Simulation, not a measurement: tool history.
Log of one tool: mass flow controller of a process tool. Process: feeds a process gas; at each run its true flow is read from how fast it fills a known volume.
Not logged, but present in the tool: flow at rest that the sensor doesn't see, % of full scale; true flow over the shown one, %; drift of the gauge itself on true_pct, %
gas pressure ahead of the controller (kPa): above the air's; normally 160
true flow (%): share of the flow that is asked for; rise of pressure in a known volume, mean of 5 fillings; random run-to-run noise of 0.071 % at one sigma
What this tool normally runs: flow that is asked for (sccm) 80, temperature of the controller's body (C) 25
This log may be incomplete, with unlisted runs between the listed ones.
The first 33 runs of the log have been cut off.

run      day  flow that is asked for (sccm)  gas pressure ahead of the controller (kPa)  temperature of the controller's body (C)  hours of work since the controller was set to zero  hours of work since the controller was changed  true flow (%)
 34  211.938                             21                                         267                                        26                                                3419                                            3419          97.96
     217.175  -- gauge calibrated
 35  220.108                             22                                         192                                        23                                                3500                                            3500          99.33
 36  227.125                             53                                         210                                        21                                                3569                                            3569          99.32
 37  231.038                             53                                         210                                        21                                                3607                                            3607          99.33
 38  236.862                             20                                         160                                        25                                                3664                                            3664          98.98
 39  240.817                             49                                         170                                        25                                                3703                                            3703          99.28
 40  246.600                             49                                         170                                        25                                                3760                                            3760          99.21
 41  254.996                             49                                         170                                        25                                                3843                                            3843          99.13
 42  259.650                             12                                         208                                        25                                                3888                                            3888          99.02
 43  267.700                             12                                         195                                        29                                                3968                                            3968          99.08
 44  274.225                             20                                         160                                        25                                                4032                                            4032          98.63
 45  279.675                             28                                         160                                        32                                                4085                                            4085          98.98
 46  286.683                             28                                         160                                        32                                                4154                                            4154          99.00
 47  294.979                             25                                         142                                        32                                                4236                                            4236          98.93

Predict each of these 5 candidate next runs independently; none follows another, all start after run 47:
  A  300.700                             34                                         256                                        39                                                4292                                            4292              ?
  B  300.700                             21                                         205                                        28                                                4292                                            4292              ?
  C  300.700                             16                                         247                                        35                                                4292                                            4292              ?
  D  300.700                             80                                         160                                        28                                                4292                                            4292              ?
  E  300.700                             25                                         142                                        25                                                4292                                            4292              ?

run  true flow (%)
  A          99.75
  B          98.81
  C          99.27
  D          99.10
  E          98.28
Take away the tool's hidden state, keep each run's random variation, and the runs would have read:
run  true flow (%)
  A         100.42
  B          99.47
  C          99.93
  D          99.76
  E          98.94

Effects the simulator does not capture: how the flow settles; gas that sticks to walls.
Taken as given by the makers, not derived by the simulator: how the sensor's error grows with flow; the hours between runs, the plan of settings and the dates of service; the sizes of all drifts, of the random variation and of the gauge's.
